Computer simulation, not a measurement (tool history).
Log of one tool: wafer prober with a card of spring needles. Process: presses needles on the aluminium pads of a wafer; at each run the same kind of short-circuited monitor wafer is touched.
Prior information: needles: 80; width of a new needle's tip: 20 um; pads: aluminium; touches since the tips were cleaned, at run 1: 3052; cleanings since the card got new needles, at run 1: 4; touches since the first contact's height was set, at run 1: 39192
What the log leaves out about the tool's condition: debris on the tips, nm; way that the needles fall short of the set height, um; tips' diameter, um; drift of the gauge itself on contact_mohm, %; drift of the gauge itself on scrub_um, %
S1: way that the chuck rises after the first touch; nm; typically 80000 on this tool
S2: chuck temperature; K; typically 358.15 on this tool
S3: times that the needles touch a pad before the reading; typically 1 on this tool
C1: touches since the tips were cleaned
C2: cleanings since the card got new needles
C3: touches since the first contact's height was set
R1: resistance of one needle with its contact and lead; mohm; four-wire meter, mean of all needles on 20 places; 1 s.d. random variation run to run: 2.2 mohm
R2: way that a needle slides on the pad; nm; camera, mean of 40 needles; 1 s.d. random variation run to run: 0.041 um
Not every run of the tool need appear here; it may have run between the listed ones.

| run | hour | S1 | S2 | S3 | C1 | C2 | C3 | R1 | R2 |
|---|---|---|---|---|---|---|---|---|---|
| 1 | 0 | 80000 | 358.15 | 1 | 3052 | 4 | 39192 | 343 | 22210 |
| 2 | 14 | 80000 | 358.15 | 1 | 6871 | 4 | 43011 | 366 | 22220 |
|  | 18.1 | tips cleaned on abrasive film |
| 3 | 29.3 | 80000 | 358.15 | 1 | 3034 | 5 | 47140 | 332 | 22240 |
| 4 | 42.5 | 80000 | 358.15 | 1 | 6636 | 5 | 50742 | 359 | 22200 |
|  | 47.4 | tips cleaned on abrasive film |
| 5 | 54.6 | 70000 | 358.15 | 1 | 1959 | 6 | 54015 | 345 | 19340 |
| 6 | 67.7 | 70000 | 358.15 | 1 | 5534 | 6 | 57590 | 391 | 19370 |
|  | 76.5 | tips cleaned on abrasive film |
| 7 | 86.1 | 80000 | 358.15 | 1 | 2627 | 7 | 62569 | 326 | 22140 |
| 8 | 96.4 | 80000 | 358.15 | 1 | 5423 | 7 | 65365 | 363 | 22060 |
|  | 105.3 | tips cleaned on abrasive film |
| 9 | 106.4 | 80000 | 358.15 | 1 | 300 | 8 | 68080 | 266 | 22120 |
| 10 | 123.4 | 80000 | 358.15 | 1 | 4926 | 8 | 72706 | 353 | 22060 |
|  | 134.1 | tips cleaned on abrasive film |
| 11 | 141 | 64000 | 358.15 | 1 | 1878 | 9 | 77476 | 361 | 17580 |
| 12 | 153.7 | 65000 | 390.15 | 1 | 5326 | 9 | 80924 | 419 | 17910 |
| 13 | 161.9 | 95000 | 358.15 | 1 | 7563 | 9 | 83161 | 329 | 26240 |
|  | 163 | tips cleaned on abrasive film |
| 14 | 175.9 | 95000 | 358.15 | 1 | 3523 | 10 | 86953 | 315 | 26200 |

Run 15 comes next. What will it give?
| 15 | 183.8 | 80000 | 358.15 | 1 | 5674 | 10 | 89104 | ? | ? |

R1: 363 mohm
R2: 22080 nm
On a tool with no hidden condition, and with the same random variation, this run would have come out at R1 250 mohm, R2 22380 nm.
